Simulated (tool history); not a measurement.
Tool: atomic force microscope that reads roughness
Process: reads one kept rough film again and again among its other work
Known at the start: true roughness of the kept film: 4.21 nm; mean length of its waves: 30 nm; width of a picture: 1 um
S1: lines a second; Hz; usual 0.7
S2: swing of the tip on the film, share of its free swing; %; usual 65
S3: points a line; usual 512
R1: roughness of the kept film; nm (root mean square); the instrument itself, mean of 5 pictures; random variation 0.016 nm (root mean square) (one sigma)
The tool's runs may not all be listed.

| run | hour | S1 | S2 | S3 | R1 |
|---|---|---|---|---|---|
| 1 | 0 | 0.7 | 65 | 512 | 3.231 |
|  | 16 | new tip fitted |
| 2 | 27.7 | 0.7 | 65 | 512 | 3.541 |
| 3 | 57.6 | 0.7 | 65 | 512 | 3.028 |
|  | 61 | new tip fitted |
| 4 | 82 | 0.7 | 65 | 512 | 3.372 |
| 5 | 98 | 0.7 | 65 | 512 | 3.118 |
|  | 108.4 | new tip fitted |
| 6 | 123.5 | 0.7 | 65 | 512 | 3.48 |
| 7 | 149.3 | 0.7 | 65 | 512 | 3.002 |
|  | 152.6 | new tip fitted |
| 8 | 171 | 0.7 | 61 | 512 | 3.436 |
| 9 | 188.6 | 0.557 | 80 | 512 | 3.073 |
|  | 191.3 | height scale calibrated on a step standard |
|  | 199.3 | new tip fitted |
| 10 | 209.7 | 0.616 | 74 | 512 | 3.562 |
| 11 | 239.4 | 1.497 | 81 | 512 | 2.872 |
|  | 245.2 | new tip fitted |
| 12 | 270.9 | 0.7 | 63 | 711 | 3.338 |
| 13 | 288.3 | 2.975 | 64 | 819 | 2.93 |
|  | 291.5 | new tip fitted |
| 14 | 301.6 | 2.975 | 64 | 819 | 3.405 |
| 15 | 322.3 | 1.406 | 76 | 308 | 3.077 |

Hidden state or all else? Some run-to-run changes of R1, split into what the settings, what came in and random variation would give without the hidden state, and what is left for the hidden state (with any gauge scatter that isn't in both results):
The hidden state here: radius of the tip, nm; height scale over the true one, %; drift of the gauge itself on roughness_nm, %.
Run 10 -> 11: S1 0.616 -> 1.497, S2 74 -> 81. R1 -0.69 nm (root mean square): hidden state -0.436, all else -0.254.
Run 13 -> 14: new tip fitted. R1 +0.475 nm (root mean square): hidden state +0.487, all else -0.012.
